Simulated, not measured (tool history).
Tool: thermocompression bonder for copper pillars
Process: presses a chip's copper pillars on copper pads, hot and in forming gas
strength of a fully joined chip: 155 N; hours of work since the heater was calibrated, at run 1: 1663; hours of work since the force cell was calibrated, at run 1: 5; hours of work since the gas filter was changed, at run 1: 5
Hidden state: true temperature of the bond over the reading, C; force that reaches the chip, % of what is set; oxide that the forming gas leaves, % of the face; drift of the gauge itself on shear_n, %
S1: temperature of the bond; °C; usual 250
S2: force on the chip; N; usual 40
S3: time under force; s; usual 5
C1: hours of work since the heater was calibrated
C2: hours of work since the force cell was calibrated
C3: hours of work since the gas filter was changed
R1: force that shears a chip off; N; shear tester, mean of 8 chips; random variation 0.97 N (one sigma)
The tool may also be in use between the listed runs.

run	hour	S1	S2	S3	C1	C2	C3	R1
1	0	250	40	5	1663	5	5	83.3
2	52.7	250	40	5	1695	36	36	83.5
3	113.4	250	40	5	1732	73	73	84.5
# hour 150.2: heater calibrated with a thermocouple chip
4	163.9	250	40	5	8	102	102	85.2
5	240.8	250	40	5	55	149	149	85.2
6	306.8	250	40	5	95	189	189	84.7
# hour 370.1: forming gas filter changed
7	378.1	250	40	5	137	231	5	84.1
8	420.4	250	40	5	163	257	30	84.5
9	473.8	250	40	5	195	289	63	84.5
10	509.1	250	40	4	216	310	84	76.8
11	581.8	250	40	5	260	354	128	85.1
12	628.9	250	40	5	289	383	156	82.2
13	691.7	250	40	5	326	421	194	82.2
# hour 746.4: forming gas filter changed
14	746.4	250	40	5	359	453	0	84
15	818.8	250	40	5	403	497	44	84.3
16	852.7	250	40	5	423	517	64	84.3
17	899	250	40	5	451	545	92	83.7
18	939.7	269	40	5	476	570	117	96
19	982.7	243	40	5	502	596	143	77.3
20	1061.8	261	40	12	550	644	190	115.4
# hour 1118.8: forming gas filter changed
21	1129.3	231	40	4	590	684	6	65.1
22	1211.8	231	40	4	640	734	56	62.9
23	1280.9	226	40	4	681	776	98	60.9
24	1332	250	41	5	712	806	129	85
25	1371.2	250	41	5	736	830	152	87
26	1425.5	250	26	6	769	863	185	57.3
# hour 1493.9: forming gas filter changed
27	1501.9	243	48	11	814	909	5	114.8
28	1572.4	243	48	11	857	951	47	113.9
29	1613.9	243	48	11	882	976	72	116.7
30	1690.7	250	55	11	928	1022	119	127.9
31	1727.3	278	55	5	951	1045	141	130.4
32	1805.5	278	55	5	998	1092	188	128.8
# hour 1823.7: force cell calibrated
# hour 1867.3: forming gas filter changed
33	1886.6	250	58	5	1045	38	12	115.5
34	1927.8	250	56	5	1070	63	37	110.9
35	1977.6	250	40	5	1100	93	67	86.3
36	2015.7	250	32	5	1123	116	90	65.4
37	2096	276	40	5	1172	164	138	103.4
38	2140.8	234	38	9	1199	191	165	82.5

How the hidden state differs across the entries between the runs, from the last listed run before each to the first after it:
Between runs 3 and 4: heater calibrated with a thermocouple chip (hour 150.2)
  true temperature of the bond over the reading, C: 0.4 -> 0; force that reaches the chip, % of what is set: 100 -> 100.1; oxide that the forming gas leaves, % of the face: 0.77 -> 0.88
Between runs 6 and 7: forming gas filter changed (hour 370.1)
  oxide that the forming gas leaves, % of the face: 1.18 -> 0.53
Between runs 13 and 14: forming gas filter changed (hour 746.4)
  oxide that the forming gas leaves, % of the face: 1.19 -> 0.51
Between runs 20 and 21: forming gas filter changed (hour 1118.8)
  true temperature of the bond over the reading, C: 0.1 -> 0.2; force that reaches the chip, % of what is set: 100.3 -> 100.4; oxide that the forming gas leaves, % of the face: 1.19 -> 0.54
Between runs 26 and 27: forming gas filter changed (hour 1493.9)
  oxide that the forming gas leaves, % of the face: 1.19 -> 0.53
Between runs 32 and 33: force cell calibrated (hour 1823.7); forming gas filter changed (hour 1867.3)
  true temperature of the bond over the reading, C: 0.2 -> 0.3; force that reaches the chip, % of what is set: 100.6 -> 100.1; oxide that the forming gas leaves, % of the face: 1.19 -> 0.54
